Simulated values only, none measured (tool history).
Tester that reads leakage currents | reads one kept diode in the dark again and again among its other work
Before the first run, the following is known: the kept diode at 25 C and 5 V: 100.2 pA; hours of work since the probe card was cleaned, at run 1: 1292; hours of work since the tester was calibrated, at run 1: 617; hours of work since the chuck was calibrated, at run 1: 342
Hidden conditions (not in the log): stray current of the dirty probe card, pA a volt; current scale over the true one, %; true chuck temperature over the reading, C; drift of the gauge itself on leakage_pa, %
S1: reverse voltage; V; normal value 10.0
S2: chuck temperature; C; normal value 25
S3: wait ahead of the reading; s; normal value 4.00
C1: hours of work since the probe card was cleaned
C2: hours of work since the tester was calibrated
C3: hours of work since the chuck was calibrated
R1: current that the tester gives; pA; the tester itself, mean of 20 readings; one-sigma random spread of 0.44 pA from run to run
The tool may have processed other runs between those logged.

run,hour,S1,S2,S3,C1,C2,C3,R1
1,0.0,10.0,25,4.00,1292,617,342,146.20
2,38.1,10.0,28,4.00,1315,640,365,192.06
3,70.0,10.0,25,4.00,1334,659,384,145.85
4,113.3,10.0,25,7.49,1360,685,410,146.32
5,153.3,10.0,25,7.49,1384,709,434,146.72
6,217.6,10.0,25,7.49,1422,747,472,146.62
7,267.7,10.0,25,7.49,1452,777,502,146.31
8,296.1,10.0,25,7.49,1469,794,519,147.04
9,326.8,10.0,25,7.49,1488,813,538,146.53
10,360.6,10.0,25,7.49,1508,833,558,147.08
11,428.1,10.0,25,2.65,1548,873,598,146.76
12,490.8,10.0,25,2.65,1586,911,636,146.35
13,552.1,10.0,25,2.65,1622,947,672,146.11
14,597.1,10.0,25,2.65,1649,974,699,147.31
15,665.4,10.0,21,4.00,1690,1015,740,101.57
16,713.0,10.0,21,4.00,1719,1044,769,101.67
17,780.2,1.1,48,4.00,1759,1084,809,308.65
18,833.9,1.1,30,0.51,1791,1116,841,69.23
19,868.9,1.1,30,0.44,1812,1137,862,69.01
20,926.8,2.0,25,2.25,1846,1171,896,61.08
21,971.0,2.1,25,4.00,1873,1198,923,62.62
22,1001.4,4.1,29,9.35,1891,1216,941,129.30
23,1046.3,11.0,23,0.64,1918,1243,968,129.38
24,1115.7,1.4,47,2.16,1959,1284,1009,325.18
25,1154.3,1.4,47,2.16,1982,1307,1032,326.34
26,1205.3,1.4,47,2.16,2013,1338,1063,324.37

Forecast each of these 5 alternatives for the next run:
A,1239.0,5.8,47,2.16,2033,1358,1083,?
B,1239.0,10.0,25,0.55,2033,1358,1083,?
C,1239.0,17.2,44,7.05,2033,1358,1083,?
D,1239.0,10.0,23,9.50,2033,1358,1083,?
E,1239.0,1.8,48,4.00,2033,1358,1083,?

run,R1
A,706.61
B,147.52
C,997.34
D,122.08
E,401.85
What these runs would have given with no unlogged condition in the tool:
run,R1
A,706.35
B,147.41
C,996.91
D,121.97
E,401.71
